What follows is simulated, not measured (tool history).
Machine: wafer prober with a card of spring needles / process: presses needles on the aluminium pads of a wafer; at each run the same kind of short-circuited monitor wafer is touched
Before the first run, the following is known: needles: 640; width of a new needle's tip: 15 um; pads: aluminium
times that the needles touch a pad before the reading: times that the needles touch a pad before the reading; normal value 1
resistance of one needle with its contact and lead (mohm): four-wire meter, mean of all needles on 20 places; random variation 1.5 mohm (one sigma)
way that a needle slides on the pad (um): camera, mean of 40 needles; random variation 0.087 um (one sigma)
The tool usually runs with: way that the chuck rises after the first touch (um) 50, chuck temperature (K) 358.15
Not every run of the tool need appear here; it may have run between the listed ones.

run    hour  way that the chuck rises after the first touch (um)  chuck temperature (K)  times that the needles touch a pad before the reading  resistance of one needle with its contact and lead (mohm)  way that a needle slides on the pad (um)
  1       0                                                   50                 358.15                                                      1                                                        137                                     12.04
  2    90.9                                                   50                 358.15                                                      1                                                        139                                     12.22
  3   140.7                                                   50                 389.15                                                      1                                                        145                                     12.13
  4   197.9                                                   50                 389.15                                                      1                                                        145                                     12.07
  5   263.1                                                   50                 389.15                                                      1                                                        146                                     12.07
  6   356.1                                                   42                 358.15                                                      1                                                        143                                     10.18
  7   427.5                                                   42                 358.15                                                      1                                                        141                                     10.14
  8   505.5                                                   50                 358.15                                                      1                                                        137                                     12.24
  9   602.4                                                   50                 336.15                                                      1                                                        134                                     12.13
 10     679                                                   50                 358.15                                                      2                                                        136                                     12.22
 11   773.1                                                   50                 382.15                                                      2                                                        140                                     12.01
 12     872                                                   46                 300.15                                                      2                                                        128                                     11.17
 13   959.5                                                   68                 330.15                                                      1                                                        128                                     16.55
 14  1038.6                                                   68                 330.15                                                      1                                                        132                                     16.48
 15  1097.1                                                   62                 320.15                                                      3                                                        135                                      15.1
 16  1144.3                                                   62                 320.15                                                      3                                                        131                                     14.91
 17  1232.4                                                   45                 307.15                                                      1                                                        131                                     10.94
 18  1287.8                                                   47                 358.15                                                      2                                                        137                                     11.38
 19  1355.8                                                   47                 358.15                                                      2                                                        140                                     11.43
 20  1442.8                                                   52                 333.15                                                      1                                                        135                                     12.78
 21  1534.1                                                   31                 358.15                                                      2                                                        145                                      7.67

The log once held 132 entries between its listed runs, left out of this copy. Where does each go, and what is different about the tool's unlogged condition between the listed run before it and the listed run after it?
In the gap between runs 1 and 2: tips cleaned on abrasive film (hour 12.5); tips cleaned on abrasive film (hour 25); tips cleaned on abrasive film (hour 37.5); tips cleaned on abrasive film (hour 50); tips cleaned on abrasive film (hour 60.1); tips cleaned on abrasive film (hour 72.6); tips cleaned on abrasive film (hour 85.1)
  debris on the tips, nm: 0 -> 0.3
In the gap between runs 2 and 3: tips cleaned on abrasive film (hour 95.9); tips cleaned on abrasive film (hour 108.4); tips cleaned on abrasive film (hour 118.5); tips cleaned on abrasive film (hour 131)
  debris on the tips, nm: 0.3 -> 0.4; way that the needles fall short of the set height, um: 0 -> 0.01
In the gap between runs 3 and 4: tips cleaned on abrasive film (hour 143.3); tips cleaned on abrasive film (hour 155.8); tips cleaned on abrasive film (hour 168.3); tips cleaned on abrasive film (hour 178.3); tips cleaned on abrasive film (hour 190.8)
  debris on the tips, nm: 0.4 -> 0.3
In the gap between runs 4 and 5: tips cleaned on abrasive film (hour 203); tips cleaned on abrasive film (hour 215.5); tips cleaned on abrasive film (hour 225.5); tips cleaned on abrasive film (hour 238); tips cleaned on abrasive film (hour 250.5); tips cleaned on abrasive film (hour 263)
  debris on the tips, nm: 0.3 -> 0
In the gap between runs 5 and 6: tips cleaned on abrasive film (hour 273.2); tips cleaned on abrasive film (hour 283.2); tips cleaned on abrasive film (hour 295.7); tips cleaned on abrasive film (hour 308.2); tips cleaned on abrasive film (hour 320.7); tips cleaned on abrasive film (hour 330.7); tips cleaned on abrasive film (hour 340.8); tips cleaned on abrasive film (hour 353.3)
  debris on the tips, nm: 0 -> 0.2
In the gap between runs 6 and 7: tips cleaned on abrasive film (hour 363.6); tips cleaned on abrasive film (hour 373.6); tips cleaned on abrasive film (hour 386.2); tips cleaned on abrasive film (hour 396.2); tips cleaned on abrasive film (hour 406.2); tips cleaned on abrasive film (hour 418.7)
  debris on the tips, nm: 0.2 -> 0.4; way that the needles fall short of the set height, um: 0.01 -> 0.02
In the gap between runs 7 and 8: tips cleaned on abrasive film (hour 430.1); tips cleaned on abrasive film (hour 440.1); tips cleaned on abrasive film (hour 452.6); tips cleaned on abrasive film (hour 462.6); tips cleaned on abrasive film (hour 475.2); tips cleaned on abrasive film (hour 487.7); tips cleaned on abrasive film (hour 497.7)
  no hidden state differs between the two runs
In the gap between runs 8 and 9: tips cleaned on abrasive film (hour 508.1); tips cleaned on abrasive film (hour 520.6); height of the first contact set anew (hour 525.9); tips cleaned on abrasive film (hour 533.4); tips cleaned on abrasive film (hour 545.9); tips cleaned on abrasive film (hour 556); tips cleaned on abrasive film (hour 568.5); tips cleaned on abrasive film (hour 581); tips cleaned on abrasive film (hour 593.5)
  way that the needles fall short of the set height, um: 0.02 -> 0
In the gap between runs 9 and 10: tips cleaned on abrasive film (hour 605); tips cleaned on abrasive film (hour 617.5); tips cleaned on abrasive film (hour 627.5); tips cleaned on abrasive film (hour 640); tips cleaned on abrasive film (hour 652.5); tips cleaned on abrasive film (hour 662.6); tips cleaned on abrasive film (hour 675.1)
  debris on the tips, nm: 0.4 -> 0.2; way that the needles fall short of the set height, um: 0 -> 0.01
In the gap between runs 10 and 11: tips cleaned on abrasive film (hour 686.5); tips cleaned on abrasive film (hour 699); tips cleaned on abrasive film (hour 711.5); tips cleaned on abrasive film (hour 724); tips cleaned on abrasive film (hour 736.6); tips cleaned on abrasive film (hour 749.1); tips cleaned on abrasive film (hour 761.6); tips cleaned on abrasive film (hour 773.1)
  debris on the tips, nm: 0.2 -> 0; tips' diameter, um: 15.02 -> 15.03
In the gap between runs 11 and 12: tips cleaned on abrasive film (hour 785.6); tips cleaned on abrasive film (hour 795.7); tips cleaned on abrasive film (hour 808.2); tips cleaned on abrasive film (hour 818.2); tips cleaned on abrasive film (hour 830.7); tips cleaned on abrasive film (hour 843.2); tips cleaned on abrasive film (hour 855.7); tips cleaned on abrasive film (hour 868.2)
  debris on the tips, nm: 0 -> 0.2
In the gap between runs 12 and 13: tips cleaned on abrasive film (hour 879.6); tips cleaned on abrasive film (hour 892.1); tips cleaned on abrasive film (hour 904.6); tips cleaned on abrasive film (hour 914.6); tips cleaned on abrasive film (hour 927.1); tips cleaned on abrasive film (hour 937.1); tips cleaned on abrasive film (hour 949.7)
  debris on the tips, nm: 0.2 -> 0.4; way that the needles fall short of the set height, um: 0.01 -> 0.02
In the gap between runs 13 and 14: tips cleaned on abrasive film (hour 962.1); tips cleaned on abrasive film (hour 974.6); tips cleaned on abrasive film (hour 984.6); tips cleaned on abrasive film (hour 997.1); tips cleaned on abrasive film (hour 1009.6); tips cleaned on abrasive film (hour 1019.7); tips cleaned on abrasive film (hour 1032.2)
  debris on the tips, nm: 0.4 -> 0.3
In the gap between runs 14 and 15: tips cleaned on abrasive film (hour 1043.6); tips cleaned on abrasive film (hour 1056.1); tips cleaned on abrasive film (hour 1068.7); tips cleaned on abrasive film (hour 1081.2); tips cleaned on abrasive film (hour 1091.2); height of the first contact set anew (hour 1096.5)
  way that the needles fall short of the set height, um: 0.02 -> 0
In the gap between runs 15 and 16: tips cleaned on abrasive film (hour 1102.2); tips cleaned on abrasive film (hour 1112.2); tips cleaned on abrasive film (hour 1124.7); tips cleaned on abrasive film (hour 1137.2)
  no hidden state differs between the two runs
In the gap between runs 16 and 17: tips cleaned on abrasive film (hour 1149.4); tips cleaned on abrasive film (hour 1159.4); tips cleaned on abrasive film (hour 1171.9); tips cleaned on abrasive film (hour 1184.4); tips cleaned on abrasive film (hour 1196.9); tips cleaned on abrasive film (hour 1209.4); tips cleaned on abrasive film (hour 1222); tips cleaned on abrasive film (hour 1232.4)
  debris on the tips, nm: 0.3 -> 0; way that the needles fall short of the set height, um: 0 -> 0.01
In the gap between runs 17 and 18: tips cleaned on abrasive film (hour 1244.9); tips cleaned on abrasive film (hour 1255); tips cleaned on abrasive film (hour 1267.5); tips cleaned on abrasive film (hour 1280)
  debris on the tips, nm: 0 -> 0.4
In the gap between runs 18 and 19: tips cleaned on abrasive film (hour 1290.4); tips cleaned on abrasive film (hour 1302.9); tips cleaned on abrasive film (hour 1315.4); tips cleaned on abrasive film (hour 1327.9); tips cleaned on abrasive film (hour 1340.4); tips cleaned on abrasive film (hour 1353)
  debris on the tips, nm: 0.4 -> 0.2
In the gap between runs 19 and 20: tips cleaned on abrasive film (hour 1363.3); tips cleaned on abrasive film (hour 1375.8); tips cleaned on abrasive film (hour 1385.8); tips cleaned on abrasive film (hour 1398.3); tips cleaned on abrasive film (hour 1410.8); card fitted with new needles (hour 1422.8); tips cleaned on abrasive film (hour 1435.3)
  debris on the tips, nm: 0.2 -> 0.4; way that the needles fall short of the set height, um: 0.01 -> 0; tips' diameter, um: 15.03 -> 15
In the gap between runs 20 and 21: tips cleaned on abrasive film (hour 1447.9); tips cleaned on abrasive film (hour 1460.4); tips cleaned on abrasive film (hour 1472.9); tips cleaned on abrasive film (hour 1485.4); tips cleaned on abrasive film (hour 1495.4); tips cleaned on abrasive film (hour 1507.9); tips cleaned on abrasive film (hour 1520.4); tips cleaned on abrasive film (hour 1532.9)
  debris on the tips, nm: 0.4 -> 0.1

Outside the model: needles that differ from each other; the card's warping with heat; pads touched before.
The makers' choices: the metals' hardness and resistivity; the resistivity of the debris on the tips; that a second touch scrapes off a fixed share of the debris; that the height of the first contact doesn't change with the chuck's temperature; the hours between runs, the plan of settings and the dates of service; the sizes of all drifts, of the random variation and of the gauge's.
